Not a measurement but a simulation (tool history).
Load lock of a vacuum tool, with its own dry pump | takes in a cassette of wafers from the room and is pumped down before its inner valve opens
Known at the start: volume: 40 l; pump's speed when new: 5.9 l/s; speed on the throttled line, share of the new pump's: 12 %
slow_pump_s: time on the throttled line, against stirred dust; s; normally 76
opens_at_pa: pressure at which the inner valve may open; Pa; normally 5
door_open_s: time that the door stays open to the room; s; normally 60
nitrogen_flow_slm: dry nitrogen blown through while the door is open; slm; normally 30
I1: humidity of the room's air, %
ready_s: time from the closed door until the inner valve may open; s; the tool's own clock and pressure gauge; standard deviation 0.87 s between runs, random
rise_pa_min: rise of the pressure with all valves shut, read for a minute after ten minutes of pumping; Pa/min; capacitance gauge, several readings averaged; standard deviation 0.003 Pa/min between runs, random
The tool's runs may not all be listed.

{"run": 1, "hour": 0.0, "slow_pump_s": 76, "opens_at_pa": 5, "door_open_s": 60, "nitrogen_flow_slm": 30, "I1": 48.7, "ready_s": 140.4, "rise_pa_min": 0.052}
{"run": 2, "hour": 525.6, "slow_pump_s": 53, "opens_at_pa": 5, "door_open_s": 60, "nitrogen_flow_slm": 30, "I1": 44.7, "ready_s": 120.7, "rise_pa_min": 0.053}
{"run": 3, "hour": 802.5, "slow_pump_s": 76, "opens_at_pa": 6, "door_open_s": 60, "nitrogen_flow_slm": 30, "I1": 42.9, "ready_s": 139.9, "rise_pa_min": 0.058}
{"run": 4, "hour": 1135.5, "slow_pump_s": 76, "opens_at_pa": 6, "door_open_s": 60, "nitrogen_flow_slm": 30, "I1": 45.3, "ready_s": 140, "rise_pa_min": 0.053}
{"run": 5, "hour": 1395.3, "slow_pump_s": 76, "opens_at_pa": 6, "door_open_s": 60, "nitrogen_flow_slm": 30, "I1": 44.2, "ready_s": 138.9, "rise_pa_min": 0.058}
{"run": 6, "hour": 1821.2, "slow_pump_s": 57, "opens_at_pa": 5, "door_open_s": 60, "nitrogen_flow_slm": 30, "I1": 42.6, "ready_s": 126.1, "rise_pa_min": 0.06}
{"run": 7, "hour": 2176.8, "slow_pump_s": 57, "opens_at_pa": 5, "door_open_s": 60, "nitrogen_flow_slm": 30, "I1": 45.1, "ready_s": 125.5, "rise_pa_min": 0.06}
{"run": 8, "hour": 2579.0, "slow_pump_s": 57, "opens_at_pa": 5, "door_open_s": 60, "nitrogen_flow_slm": 30, "I1": 48.7, "ready_s": 127.2, "rise_pa_min": 0.065}
{"run": 9, "hour": 2905.5, "slow_pump_s": 76, "opens_at_pa": 5, "door_open_s": 60, "nitrogen_flow_slm": 9, "I1": 46.8, "ready_s": 142.8, "rise_pa_min": 0.092}
{"run": 10, "hour": 3321.5, "slow_pump_s": 76, "opens_at_pa": 5, "door_open_s": 60, "nitrogen_flow_slm": 9, "I1": 43.8, "ready_s": 142.7, "rise_pa_min": 0.089}
{"run": 11, "hour": 3634.1, "slow_pump_s": 76, "opens_at_pa": 5, "door_open_s": 60, "nitrogen_flow_slm": 9, "I1": 47.6, "ready_s": 142.3, "rise_pa_min": 0.099}
{"run": 12, "hour": 3936.3, "slow_pump_s": 76, "opens_at_pa": 5, "door_open_s": 60, "nitrogen_flow_slm": 9, "I1": 44.6, "ready_s": 144.1, "rise_pa_min": 0.094}
{"run": 13, "hour": 4355.4, "slow_pump_s": 76, "opens_at_pa": 5, "door_open_s": 60, "nitrogen_flow_slm": 8, "I1": 46.1, "ready_s": 143.8, "rise_pa_min": 0.099}
{"run": 14, "hour": 4710.5, "slow_pump_s": 76, "opens_at_pa": 5, "door_open_s": 60, "nitrogen_flow_slm": 8, "I1": 45.2, "ready_s": 145.9, "rise_pa_min": 0.103}
{"run": 15, "hour": 5155.4, "slow_pump_s": 76, "opens_at_pa": 5, "door_open_s": 65, "nitrogen_flow_slm": 30, "I1": 46.8, "ready_s": 147.5, "rise_pa_min": 0.089}
{"run": 16, "hour": 5562.1, "slow_pump_s": 76, "opens_at_pa": 5, "door_open_s": 65, "nitrogen_flow_slm": 30, "I1": 46.6, "ready_s": 144.3, "rise_pa_min": 0.088}
{"run": 17, "hour": 5913.0, "slow_pump_s": 76, "opens_at_pa": 5, "door_open_s": 65, "nitrogen_flow_slm": 30, "I1": 43.3, "ready_s": 147.1, "rise_pa_min": 0.085}
{"run": 18, "hour": 6127.8, "slow_pump_s": 76, "opens_at_pa": 5, "door_open_s": 65, "nitrogen_flow_slm": 30, "I1": 42.1, "ready_s": 146.2, "rise_pa_min": 0.088}
{"run": 19, "hour": 6530.5, "slow_pump_s": 118, "opens_at_pa": 7, "door_open_s": 60, "nitrogen_flow_slm": 30, "I1": 44.8, "ready_s": 179.8, "rise_pa_min": 0.087}
{"run": 20, "hour": 6782.2, "slow_pump_s": 99, "opens_at_pa": 7, "door_open_s": 60, "nitrogen_flow_slm": 22, "I1": 43.7, "ready_s": 166.2, "rise_pa_min": 0.097}
{"run": 21, "hour": 7308.1, "slow_pump_s": 99, "opens_at_pa": 7, "door_open_s": 60, "nitrogen_flow_slm": 22, "I1": 44.1, "ready_s": 164.8, "rise_pa_min": 0.108}
{"run": 22, "hour": 7539.0, "slow_pump_s": 76, "opens_at_pa": 7, "door_open_s": 30, "nitrogen_flow_slm": 14, "I1": 45.1, "ready_s": 143.9, "rise_pa_min": 0.09}
{"run": 23, "hour": 7889.5, "slow_pump_s": 124, "opens_at_pa": 9, "door_open_s": 45, "nitrogen_flow_slm": 6, "I1": 43.5, "ready_s": 184.1, "rise_pa_min": 0.111}
{"run": 24, "hour": 8250.0, "slow_pump_s": 67, "opens_at_pa": 7, "door_open_s": 30, "nitrogen_flow_slm": 20, "I1": 43.9, "ready_s": 137.6, "rise_pa_min": 0.093}

Run 25 comes next. What will it give?
{"hour": 8753.4, "done": "dry pump taken out, an overhauled one fitted"}
{"run": 25, "hour": 8753.4, "slow_pump_s": 71, "opens_at_pa": 5, "door_open_s": 57, "nitrogen_flow_slm": 20, "I1": 45.7, "ready_s": "?", "rise_pa_min": "?"}

{"run 25": {"ready_s": 132.7, "rise_pa_min": 0.113}}
Take away the tool's hidden state, keep the run-to-run variation as it was, and the same run would have given ready_s 132.7 s, rise_pa_min 0.046 Pa/min.
